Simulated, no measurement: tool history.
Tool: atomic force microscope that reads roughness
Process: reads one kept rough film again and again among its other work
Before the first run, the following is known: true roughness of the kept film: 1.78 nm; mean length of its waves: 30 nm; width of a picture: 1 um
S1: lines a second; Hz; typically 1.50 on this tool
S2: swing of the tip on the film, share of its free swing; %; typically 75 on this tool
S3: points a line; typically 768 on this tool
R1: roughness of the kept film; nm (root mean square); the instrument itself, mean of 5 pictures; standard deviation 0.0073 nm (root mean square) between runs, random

Run 1, hour 0.0: usual settings. Result: R1 1.534 nm (root mean square).
Run 2, hour 19.4: usual settings but S1 0.99 Hz. Result: R1 1.558 nm (root mean square).
Run 3, hour 33.4: usual settings but S2 73 %. Result: R1 1.543 nm (root mean square).
Run 4, hour 54.9: usual settings but S2 73 %, S3 989. Result: R1 1.539 nm (root mean square).
Run 5, hour 78.6: usual settings but S2 73 %, S3 989. Result: R1 1.540 nm (root mean square).
Run 6, hour 92.7: usual settings but S2 56 %. Result: R1 1.592 nm (root mean square).
Run 7, hour 107.2: usual settings but S2 56 %. Result: R1 1.616 nm (root mean square).
At hour 112.1: new tip fitted.
Run 8, hour 125.1: usual settings but S2 56 %. Result: R1 1.612 nm (root mean square).
Run 9, hour 147.1: usual settings but S2 56 %. Result: R1 1.595 nm (root mean square).
Run 10, hour 170.8: usual settings but S2 84 %. Result: R1 1.476 nm (root mean square).
Run 11, hour 194.2: usual settings. Result: R1 1.528 nm (root mean square).
Run 12, hour 206.2: usual settings. Result: R1 1.534 nm (root mean square).
Run 13, hour 226.4: usual settings. Result: R1 1.539 nm (root mean square).
Run 14, hour 237.3: usual settings but S3 692. Result: R1 1.531 nm (root mean square).
At hour 244.5: new tip fitted.
Run 15, hour 251.7: usual settings but S3 267. Result: R1 1.519 nm (root mean square).
Run 16, hour 263.4: usual settings but S3 267. Result: R1 1.513 nm (root mean square).
Run 17, hour 285.7: usual settings but S1 2.49 Hz. Result: R1 1.481 nm (root mean square).
Run 18, hour 307.6: usual settings but S2 70 %. Result: R1 1.558 nm (root mean square).
Run 19, hour 326.1: usual settings but S2 70 %. Result: R1 1.565 nm (root mean square).
Run 20, hour 344.6: usual settings but S1 2.14 Hz. Result: R1 1.499 nm (root mean square).
Run 21, hour 365.3: usual settings but S1 1.46 Hz. Result: R1 1.534 nm (root mean square).
At hour 377.1: new tip fitted.
Run 22, hour 380.5: usual settings but S1 3.22 Hz, S3 576. Result: R1 1.437 nm (root mean square).
Run 23, hour 398.9: usual settings but S1 0.60 Hz, S3 576. Result: R1 1.597 nm (root mean square).
Run 24, hour 422.1: usual settings but S1 0.60 Hz, S3 576. Result: R1 1.588 nm (root mean square).
Run 25, hour 438.0: usual settings but S1 0.60 Hz, S2 71 %, S3 549. Result: R1 1.601 nm (root mean square).
Run 26, hour 457.5: usual settings but S1 0.60 Hz, S2 71 %, S3 549. Result: R1 1.598 nm (root mean square).
Run 27, hour 468.1: usual settings but S1 1.44 Hz, S3 394. Result: R1 1.529 nm (root mean square).
Run 28, hour 484.6: usual settings but S3 1016. Result: R1 1.543 nm (root mean square).
Run 29, hour 497.8: usual settings but S1 3.45 Hz. Result: R1 1.406 nm (root mean square).
At hour 509.1: new tip fitted.
Run 30, hour 513.1: usual settings but S1 0.66 Hz, S2 56 %, S3 412. Result: R1 1.618 nm (root mean square).
Run 31, hour 525.9: usual settings but S1 1.27 Hz, S2 59 %. Result: R1 1.590 nm (root mean square).
Run 32, hour 542.7: usual settings but S3 349. Result: R1 1.533 nm (root mean square).
Run 33, hour 564.9: usual settings but S1 0.73 Hz, S3 349. Result: R1 1.565 nm (root mean square).
Run 34, hour 575.4: usual settings but S1 0.73 Hz, S2 83 %, S3 323. Result: R1 1.568 nm (root mean square).
Run 35, hour 593.1: usual settings but S1 1.22 Hz, S2 58 %. Result: R1 1.611 nm (root mean square).
Run 36, hour 606.4: usual settings but S2 85 %. Result: R1 1.467 nm (root mean square).
Run 37, hour 628.5: usual settings but S2 85 %. Result: R1 1.456 nm (root mean square).
At hour 641.8: new tip fitted.
Run 38, hour 645.4: usual settings but S1 1.37 Hz, S2 85 %, S3 738. Result: R1 1.484 nm (root mean square).
Run 39, hour 667.6: usual settings but S1 1.37 Hz, S2 85 %, S3 738. Result: R1 1.477 nm (root mean square).
Run 40, hour 682.1: usual settings but S1 1.37 Hz, S2 85 %, S3 738. Result: R1 1.494 nm (root mean square).
Run 41, hour 697.1: usual settings but S1 1.87 Hz, S2 62 %, S3 583. Result: R1 1.580 nm (root mean square).
Run 42, hour 718.8: usual settings but S1 1.87 Hz, S2 62 %, S3 583. Result: R1 1.580 nm (root mean square).

Alternative continuations, all from the tool just after run 42; predict every row:
Run A, hour 730.1: usual settings but S1 2.14 Hz, S2 68 %, S3 454. Result: R1 ?.
Run B, hour 730.1: usual settings but S1 2.19 Hz, S2 69 %, S3 690. Result: R1 ?.
Run C, hour 730.1: usual settings but S1 1.49 Hz, S2 87 %. Result: R1 ?.

run     R1
  A  1.542
  B  1.531
  C  1.440
With no hidden state in the tool, these same runs would have given:
run     R1
  A  1.545
  B  1.535
  C  1.444
